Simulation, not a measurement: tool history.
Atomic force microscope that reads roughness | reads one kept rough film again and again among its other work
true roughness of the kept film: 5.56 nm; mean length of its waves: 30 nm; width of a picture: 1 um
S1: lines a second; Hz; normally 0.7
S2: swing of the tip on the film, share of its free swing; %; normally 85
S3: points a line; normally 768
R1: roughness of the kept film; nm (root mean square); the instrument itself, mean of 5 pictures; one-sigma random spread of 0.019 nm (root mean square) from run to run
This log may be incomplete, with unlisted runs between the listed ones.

run 1 hour=0 | S1=0.7 S2=85 S3=768 | R1=3.402
run 2 hour=14 | S1=0.7 S2=85 S3=768 | R1=4.604
run 3 hour=36.4 | S1=1.234 S2=85 S3=768 | R1=4.303
run 4 hour=46.7 | S1=1.234 S2=85 S3=768 | R1=4.302
run 5 hour=65.9 | S1=0.7 S2=85 S3=625 | R1=4.286
run 6 hour=79.3 | S1=0.7 S2=85 S3=625 | R1=4.218
run 7 hour=100.7 | S1=0.7 S2=85 S3=625 | R1=4.139
run 8 hour=113.9 | S1=0.7 S2=85 S3=625 | R1=4.04
run 9 hour=132.2 | S1=3.895 S2=85 S3=625 | R1=3.238
run 10 hour=148.1 | S1=3.895 S2=85 S3=625 | R1=3.181
run 11 hour=171.9 | S1=0.7 S2=74 S3=768 | R1=3.817
run 12 hour=184.8 | S1=0.7 S2=85 S3=768 | R1=3.682
run 13 hour=204.5 | S1=0.7 S2=85 S3=768 | R1=3.606
run 14 hour=217 | S1=0.7 S2=85 S3=768 | R1=3.526
run 15 hour=239.3 | S1=0.7 S2=85 S3=550 | R1=3.432
run 16 hour=257.5 | S1=0.7 S2=85 S3=441 | R1=3.376
run 17 hour=278.5 | S1=0.744 S2=85 S3=768 | R1=4.626
run 18 hour=289.8 | S1=0.7 S2=85 S3=768 | R1=4.555
run 19 hour=301.8 | S1=0.7 S2=60 S3=768 | R1=4.585
run 20 hour=312.4 | S1=0.7 S2=60 S3=987 | R1=4.528
run 21 hour=323.3 | S1=0.7 S2=60 S3=987 | R1=4.443
run 22 hour=342.6 | S1=0.7 S2=60 S3=987 | R1=4.385
run 23 hour=364.9 | S1=0.7 S2=60 S3=987 | R1=4.234
run 24 hour=378.1 | S1=2.673 S2=64 S3=393 | R1=3.949
run 25 hour=393 | S1=2.457 S2=71 S3=721 | R1=3.795
run 26 hour=414.7 | S1=2.457 S2=71 S3=721 | R1=3.694
run 27 hour=437.9 | S1=0.922 S2=76 S3=668 | R1=3.746
run 28 hour=458.5 | S1=0.7 S2=83 S3=914 | R1=3.636
run 29 hour=473.6 | S1=1.335 S2=86 S3=768 | R1=3.41
run 30 hour=488.7 | S1=1.335 S2=86 S3=768 | R1=3.349
run 31 hour=499.6 | S1=1.947 S2=85 S3=309 | R1=3.158
run 32 hour=512.8 | S1=1.947 S2=85 S3=309 | R1=3.124
run 33 hour=533.7 | S1=1.704 S2=57 S3=363 | R1=4.713
run 34 hour=547.9 | S1=1.704 S2=61 S3=325 | R1=4.582
run 35 hour=561.5 | S1=2.237 S2=85 S3=768 | R1=4.029
run 36 hour=585.8 | S1=2.237 S2=85 S3=768 | R1=3.875
run 37 hour=608.9 | S1=1.778 S2=77 S3=768 | R1=4.003
run 38 hour=621.9 | S1=1.994 S2=68 S3=971 | R1=4.042

Not shown here: 5 entries made in the log between runs. Locate each between two listed runs and compare the hidden state at the listed run before it with the hidden state at the listed run after it:
After run 1, before run 2: new tip fitted (hour 3)
  radius of the tip, nm: 22.7 -> 5.9; height scale over the true one, %: 0.11 -> 0.13
  difference, measured minus the result without the unlogged condition, R1: -1.299 -> -0.088 nm (root mean square)
After run 15, before run 16: height scale calibrated on a step standard (hour 242.2)
  radius of the tip, nm: 21.9 -> 23; height scale over the true one, %: 0.37 -> 0.64
  difference, measured minus the result without the unlogged condition, R1: -1.243 -> -1.292 nm (root mean square)
After run 16, before run 17: new tip fitted (hour 262.3)
  radius of the tip, nm: 23 -> 6.2; height scale over the true one, %: 0.64 -> 0.67
  difference, measured minus the result without the unlogged condition, R1: -1.292 -> -0.086 nm (root mean square)
After run 18, before run 19: height scale calibrated on a step standard, once more (hour 294.5)
  radius of the tip, nm: 6.9 -> 7.8; height scale over the true one, %: 0.68 -> 0
  difference, measured minus the result without the unlogged condition, R1: -0.16 -> -0.275 nm (root mean square)
After run 32, before run 33: new tip fitted (hour 522.5)
  radius of the tip, nm: 22.8 -> 6; height scale over the true one, %: 0.23 -> 0.25
  difference, measured minus the result without the unlogged condition, R1: -1.196 -> -0.092 nm (root mean square)

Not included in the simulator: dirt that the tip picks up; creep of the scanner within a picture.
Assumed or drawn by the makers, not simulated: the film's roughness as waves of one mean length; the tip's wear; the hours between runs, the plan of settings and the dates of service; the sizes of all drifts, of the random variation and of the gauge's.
